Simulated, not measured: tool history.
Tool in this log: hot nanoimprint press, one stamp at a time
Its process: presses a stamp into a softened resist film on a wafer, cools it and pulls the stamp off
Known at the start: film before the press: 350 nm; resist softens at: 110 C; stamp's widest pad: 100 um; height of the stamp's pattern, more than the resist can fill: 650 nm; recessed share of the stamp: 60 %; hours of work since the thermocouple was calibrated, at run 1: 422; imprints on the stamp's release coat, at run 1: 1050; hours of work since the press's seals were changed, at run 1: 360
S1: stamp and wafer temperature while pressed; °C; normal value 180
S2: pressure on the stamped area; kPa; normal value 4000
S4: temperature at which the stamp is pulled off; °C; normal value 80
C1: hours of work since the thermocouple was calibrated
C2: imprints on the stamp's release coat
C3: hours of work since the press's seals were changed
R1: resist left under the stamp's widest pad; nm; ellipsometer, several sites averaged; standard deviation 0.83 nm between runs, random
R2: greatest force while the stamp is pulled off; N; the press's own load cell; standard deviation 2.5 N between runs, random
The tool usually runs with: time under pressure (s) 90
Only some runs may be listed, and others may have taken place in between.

run 1 hour=0.0 | S1=180 S2=4000 time_under_pressure_(s)=90 S4=80 | C1=422 C2=1050 C3=360 | R1=142.3 R2=247
run 2 hour=11.4 | S1=180 S2=4000 time_under_pressure_(s)=90 S4=80 | C1=429 C2=1077 C3=368 | R1=142.2 R2=248
run 3 hour=31.7 | S1=180 S2=4000 time_under_pressure_(s)=90 S4=80 | C1=443 C2=1124 C3=381 | R1=141.5 R2=251
run 4 hour=44.1 | S1=180 S2=4000 time_under_pressure_(s)=90 S4=80 | C1=451 C2=1153 C3=389 | R1=141.4 R2=246
run 5 hour=55.2 | S1=180 S2=4000 time_under_pressure_(s)=90 S4=80 | C1=458 C2=1179 C3=397 | R1=140.2 R2=246
run 6 hour=77.2 | S1=180 S2=4000 time_under_pressure_(s)=90 S4=80 | C1=473 C2=1230 C3=411 | R1=140.1 R2=248
-- hour=91.8 plate thermocouple calibrated
run 7 hour=99.0 | S1=180 S2=4000 time_under_pressure_(s)=90 S4=80 | C1=5 C2=1274 C3=424 | R1=150.1 R2=263
-- hour=116.5 stamp cleaned and given a new release coat
run 8 hour=122.5 | S1=180 S2=4000 time_under_pressure_(s)=90 S4=87 | C1=16 C2=14 C3=435 | R1=152.7 R2=192
run 9 hour=141.0 | S1=180 S2=4000 time_under_pressure_(s)=90 S4=87 | C1=28 C2=57 C3=447 | R1=151.2 R2=192
run 10 hour=151.4 | S1=185 S2=4000 time_under_pressure_(s)=90 S4=80 | C1=35 C2=81 C3=454 | R1=119.1 R2=229
run 11 hour=174.4 | S1=185 S2=4000 time_under_pressure_(s)=90 S4=80 | C1=50 C2=135 C3=469 | R1=118.5 R2=230
run 12 hour=197.2 | S1=185 S2=4000 time_under_pressure_(s)=90 S4=80 | C1=65 C2=188 C3=484 | R1=117.1 R2=229
run 13 hour=210.7 | S1=185 S2=4000 time_under_pressure_(s)=90 S4=80 | C1=74 C2=219 C3=493 | R1=118.3 R2=234
run 14 hour=233.0 | S1=185 S2=4000 time_under_pressure_(s)=90 S4=80 | C1=89 C2=271 C3=508 | R1=116.6 R2=235
run 15 hour=246.3 | S1=185 S2=4000 time_under_pressure_(s)=90 S4=80 | C1=98 C2=302 C3=517 | R1=117.7 R2=238
run 16 hour=264.9 | S1=180 S2=4000 time_under_pressure_(s)=90 S4=86 | C1=110 C2=345 C3=529 | R1=149.6 R2=199
run 17 hour=275.1 | S1=179 S2=4000 time_under_pressure_(s)=90 S4=67 | C1=117 C2=369 C3=536 | R1=158.0 R2=303
run 18 hour=284.8 | S1=183 S2=4000 time_under_pressure_(s)=76 S4=80 | C1=123 C2=392 C3=542 | R1=136.0 R2=239
run 19 hour=306.2 | S1=180 S2=4000 time_under_pressure_(s)=172 S4=69 | C1=137 C2=441 C3=556 | R1=119.8 R2=292
run 20 hour=319.4 | S1=180 S2=4000 time_under_pressure_(s)=172 S4=69 | C1=146 C2=472 C3=565 | R1=118.8 R2=303
run 21 hour=334.7 | S1=169 S2=5110 time_under_pressure_(s)=138 S4=85 | C1=156 C2=507 C3=575 | R1=200.7 R2=211
run 22 hour=346.2 | S1=169 S2=5110 time_under_pressure_(s)=138 S4=85 | C1=164 C2=534 C3=583 | R1=203.4 R2=213
run 23 hour=357.7 | S1=172 S2=3380 time_under_pressure_(s)=90 S4=80 | C1=171 C2=561 C3=590 | R1=236.3 R2=242
run 24 hour=368.2 | S1=175 S2=3380 time_under_pressure_(s)=47 S4=80 | C1=178 C2=585 C3=597 | R1=243.9 R2=242
run 25 hour=384.1 | S1=175 S2=3380 time_under_pressure_(s)=47 S4=80 | C1=189 C2=622 C3=608 | R1=242.1 R2=242
run 26 hour=394.4 | S1=185 S2=3920 time_under_pressure_(s)=47 S4=79 | C1=195 C2=646 C3=614 | R1=147.5 R2=246
run 27 hour=411.7 | S1=189 S2=5510 time_under_pressure_(s)=110 S4=79 | C1=207 C2=687 C3=626 | R1=74.0 R2=247
run 28 hour=425.3 | S1=174 S2=3230 time_under_pressure_(s)=90 S4=73 | C1=216 C2=718 C3=635 | R1=218.2 R2=283
run 29 hour=435.1 | S1=174 S2=5400 time_under_pressure_(s)=142 S4=73 | C1=222 C2=741 C3=641 | R1=148.3 R2=285

What would each run have given without the hidden state, its run-to-run variation left as it was?
Hidden state present: true temperature over the reading, C; pressure that arrives at the usual setting, %; grip of the stamp's worn release coat, % over a new coat's; drift of the gauge itself on residual_nm, %; drift of the gauge itself on pull_off_n, %.
run=1 R1=151.6 R2=230
run=2 R1=151.6 R2=231
run=3 R1=151.1 R2=233
run=4 R1=151.1 R2=228
run=5 R1=150.1 R2=228
run=6 R1=150.2 R2=228
run=7 R1=148.8 R2=232
run=8 R1=151.5 R2=193
run=9 R1=150.3 R2=192
run=10 R1=118.4 R2=229
run=11 R1=117.9 R2=228
run=12 R1=116.8 R2=227
run=13 R1=118.2 R2=231
run=14 R1=116.7 R2=231
run=15 R1=117.9 R2=233
run=16 R1=150.4 R2=195
run=17 R1=159.0 R2=295
run=18 R1=136.8 R2=233
run=19 R1=120.9 R2=282
run=20 R1=120.1 R2=293
run=21 R1=202.7 R2=204
run=22 R1=205.7 R2=206
run=23 R1=240.0 R2=232
run=24 R1=247.4 R2=232
run=25 R1=245.9 R2=232
run=26 R1=149.6 R2=234
run=27 R1=74.3 R2=235
run=28 R1=223.1 R2=268
run=29 R1=150.7 R2=269
